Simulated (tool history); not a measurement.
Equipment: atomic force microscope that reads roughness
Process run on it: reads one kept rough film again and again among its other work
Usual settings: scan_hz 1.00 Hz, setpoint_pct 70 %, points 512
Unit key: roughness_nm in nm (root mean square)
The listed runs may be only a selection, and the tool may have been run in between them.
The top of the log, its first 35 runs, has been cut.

{"run": 36, "hour": 766.9, "scan_hz": 1.81, "setpoint_pct": 70, "points": 512, "roughness_nm": 2.708}
{"run": 37, "hour": 798.3, "scan_hz": 1.81, "setpoint_pct": 70, "points": 512, "roughness_nm": 2.641}
{"run": 38, "hour": 819.5, "scan_hz": 1.04, "setpoint_pct": 84, "points": 512, "roughness_nm": 2.606}
{"run": 39, "hour": 850.9, "scan_hz": 1.0, "setpoint_pct": 63, "points": 284, "roughness_nm": 2.706}
{"run": 40, "hour": 876.5, "scan_hz": 1.0, "setpoint_pct": 63, "points": 284, "roughness_nm": 2.671}
{"hour": 883.8, "done": "new tip fitted"}
{"run": 41, "hour": 905.6, "scan_hz": 1.0, "setpoint_pct": 55, "points": 777, "roughness_nm": 2.991}
{"run": 42, "hour": 922.0, "scan_hz": 1.36, "setpoint_pct": 55, "points": 777, "roughness_nm": 2.931}
{"run": 43, "hour": 953.6, "scan_hz": 1.14, "setpoint_pct": 58, "points": 708, "roughness_nm": 2.865}
{"run": 44, "hour": 972.2, "scan_hz": 0.55, "setpoint_pct": 60, "points": 440, "roughness_nm": 2.866}
{"run": 45, "hour": 989.4, "scan_hz": 0.76, "setpoint_pct": 64, "points": 423, "roughness_nm": 2.838}
{"run": 46, "hour": 1018.0, "scan_hz": 0.76, "setpoint_pct": 85, "points": 315, "roughness_nm": 2.63}
{"run": 47, "hour": 1050.2, "scan_hz": 1.49, "setpoint_pct": 85, "points": 679, "roughness_nm": 2.42}
{"run": 48, "hour": 1073.8, "scan_hz": 1.49, "setpoint_pct": 57, "points": 620, "roughness_nm": 2.71}
{"hour": 1085.6, "done": "new tip fitted"}
{"run": 49, "hour": 1088.7, "scan_hz": 1.49, "setpoint_pct": 83, "points": 552, "roughness_nm": 2.667}
{"run": 50, "hour": 1113.5, "scan_hz": 1.67, "setpoint_pct": 61, "points": 494, "roughness_nm": 2.855}
{"run": 51, "hour": 1138.0, "scan_hz": 1.0, "setpoint_pct": 56, "points": 473, "roughness_nm": 2.914}
{"run": 52, "hour": 1166.7, "scan_hz": 0.6, "setpoint_pct": 76, "points": 321, "roughness_nm": 2.79}

What does the tool deliver on the next run?
{"run": 53, "hour": 1181.7, "scan_hz": 2.12, "setpoint_pct": 76, "points": 447, "roughness_nm": "?"}

{"run 53": {"roughness_nm": 2.527}}
The same run, on a tool lacking any hidden state, would have yielded roughness_nm 2.737 nm (root mean square).

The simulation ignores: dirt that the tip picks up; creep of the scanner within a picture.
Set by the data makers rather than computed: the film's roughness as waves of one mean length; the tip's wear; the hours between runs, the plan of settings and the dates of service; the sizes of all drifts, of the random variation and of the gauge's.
